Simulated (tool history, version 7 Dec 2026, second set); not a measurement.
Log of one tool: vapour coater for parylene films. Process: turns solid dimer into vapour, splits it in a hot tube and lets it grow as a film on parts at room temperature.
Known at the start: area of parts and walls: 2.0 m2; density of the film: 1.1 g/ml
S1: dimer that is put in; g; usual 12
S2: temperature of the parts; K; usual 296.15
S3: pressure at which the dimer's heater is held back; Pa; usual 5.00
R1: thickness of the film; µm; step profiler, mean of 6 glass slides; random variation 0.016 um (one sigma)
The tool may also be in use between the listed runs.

run,day,S1,S2,S3,R1
1,0.000,12,296.15,5.00,2.47
2,0.708,12,296.15,5.00,2.47
3,1.708,12,296.15,5.00,2.49
4,2.425,12,296.15,5.00,2.40
5,3.042,12,296.15,5.00,2.46
6,4.229,8,296.15,5.00,1.61
7,5.358,8,301.15,5.00,1.49
8,6.025,8,301.15,5.00,1.47
9,6.679,8,301.15,5.00,1.47
10,7.562,8,301.15,5.00,1.47
11,8.196,8,301.15,5.00,1.47
12,8.754,8,301.15,5.00,1.46
# day 8.879: table's thermometer calibrated
13,10.150,12,295.15,5.00,2.42
14,11.429,7,296.15,3.56,1.45
15,12.633,7,296.15,4.38,1.39
# day 12.762: table's thermometer calibrated, once more
16,13.921,7,296.15,4.38,1.37
17,14.629,7,296.15,4.38,1.39
18,15.892,6,296.15,2.10,1.31
# day 16.892: trap's valve overhauled
19,17.162,6,296.15,2.10,1.40
20,17.746,5,293.15,2.85,1.19
21,18.375,11,304.15,2.06,2.20
22,19.054,11,304.15,2.06,2.21

Forecast run 23:
23,19.754,19,298.15,7.09,?

Run 23 gave R1 3.69 µm.
Without the tool's hidden state the same run would have given R1 3.74 µm.

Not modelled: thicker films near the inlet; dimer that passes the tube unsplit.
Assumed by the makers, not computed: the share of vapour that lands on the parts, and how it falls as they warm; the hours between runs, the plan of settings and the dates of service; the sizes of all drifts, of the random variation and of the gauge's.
